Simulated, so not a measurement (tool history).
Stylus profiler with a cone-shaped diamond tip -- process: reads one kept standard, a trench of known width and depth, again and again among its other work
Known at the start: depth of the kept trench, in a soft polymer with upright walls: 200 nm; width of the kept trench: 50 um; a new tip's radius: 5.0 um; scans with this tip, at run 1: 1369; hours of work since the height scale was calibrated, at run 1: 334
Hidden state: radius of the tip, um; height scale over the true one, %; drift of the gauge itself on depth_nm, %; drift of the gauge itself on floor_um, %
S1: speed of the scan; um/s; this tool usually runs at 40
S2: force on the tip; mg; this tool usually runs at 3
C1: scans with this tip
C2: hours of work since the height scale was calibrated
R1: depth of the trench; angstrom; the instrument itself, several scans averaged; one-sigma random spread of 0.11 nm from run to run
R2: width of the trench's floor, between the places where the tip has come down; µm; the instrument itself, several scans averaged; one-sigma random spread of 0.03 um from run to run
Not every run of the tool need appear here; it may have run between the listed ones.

Run 1, hour 0: usual settings; C1 1369; C2 334. Result: R1 2027.4 angstrom, R2 46.94 µm.
Run 2, hour 9: usual settings; C1 1390; C2 340. Result: R1 2024.9 angstrom, R2 46.91 µm.
Run 3, hour 18.5: usual settings but S1 38 um/s; C1 1413; C2 345. Result: R1 2026 angstrom, R2 46.94 µm.
Run 4, hour 30.8: usual settings but S1 38 um/s; C1 1442; C2 352. Result: R1 2025.9 angstrom, R2 46.94 µm.
Run 5, hour 48.8: usual settings but S1 138 um/s; C1 1485; C2 363. Result: R1 2027.1 angstrom, R2 46.6 µm.
Run 6, hour 65.6: usual settings but S1 138 um/s; C1 1525; C2 373. Result: R1 2027.1 angstrom, R2 46.57 µm.
Run 7, hour 77.7: usual settings but S1 95 um/s; C1 1554; C2 380. Result: R1 2026.1 angstrom, R2 46.66 µm.
Run 8, hour 93.7: usual settings; C1 1592; C2 389. Result: R1 2025.8 angstrom, R2 46.94 µm.
Run 9, hour 112.4: usual settings; C1 1637; C2 400. Result: R1 2025.8 angstrom, R2 46.9 µm.
Run 10, hour 120.8: usual settings; C1 1657; C2 405. Result: R1 2025.8 angstrom, R2 46.92 µm.
Run 11, hour 138.9: usual settings but S1 126 um/s, S2 6.83 mg; C1 1700; C2 415. Result: R1 2045.6 angstrom, R2 46.79 µm.
Run 12, hour 153: usual settings but S1 126 um/s, S2 6.83 mg; C1 1734; C2 424. Result: R1 2043.2 angstrom, R2 46.72 µm.
At hour 155.2: height scale calibrated on a step standard.
Run 13, hour 162: usual settings but S1 20 um/s, S2 8.59 mg; C1 1754; C2 4. Result: R1 2053.5 angstrom, R2 47 µm.
Run 14, hour 170.4: usual settings but S1 11 um/s, S2 5.42 mg; C1 1774; C2 9. Result: R1 2039.5 angstrom, R2 46.99 µm.
At hour 184.1: height scale calibrated on a step standard, once more.
Run 15, hour 186.7: usual settings but S1 11 um/s, S2 5.42 mg; C1 1811; C2 1. Result: R1 2035.6 angstrom, R2 47.05 µm.
Run 16, hour 200.1: usual settings but S1 69 um/s, S2 1.77 mg; C1 1843; C2 9. Result: R1 2016.3 angstrom, R2 46.74 µm.
Run 17, hour 211.6: usual settings but S1 69 um/s, S2 5.84 mg; C1 1871; C2 16. Result: R1 2037.7 angstrom, R2 46.88 µm.
Run 18, hour 227.8: usual settings but S1 31 um/s, S2 5.84 mg; C1 1909; C2 25. Result: R1 2036.8 angstrom, R2 46.9 µm.
Run 19, hour 246.5: usual settings but S1 137 um/s, S2 2.04 mg; C1 1954; C2 36. Result: R1 2017.8 angstrom, R2 46.41 µm.

What if the next run were any one of these 4? Each begins from the tool's condition after run 19:
Run A, hour 257.4: usual settings but S1 119 um/s, S2 4.73 mg; C1 1980; C2 43. Result: R1 ?, R2 ?.
Run B, hour 257.4: usual settings but S1 34 um/s, S2 2.04 mg; C1 1980; C2 43. Result: R1 ?, R2 ?.
Run C, hour 257.4: usual settings but S1 21 um/s, S2 2.28 mg; C1 1980; C2 43. Result: R1 ?, R2 ?.
Run D, hour 257.4: usual settings but S1 46 um/s, S2 1.42 mg; C1 1980; C2 43. Result: R1 ?, R2 ?.

run      R1     R2
  A  2032.5  46.67
  B    2019  46.85
  C  2019.7  46.97
  D  2013.1  46.73
Stripped of hidden state, with their random variation kept, the same runs would have yielded:
run      R1     R2
  A  2033.2  46.88
  B  2019.7  47.06
  C  2020.4  47.18
  D  2013.8  46.94
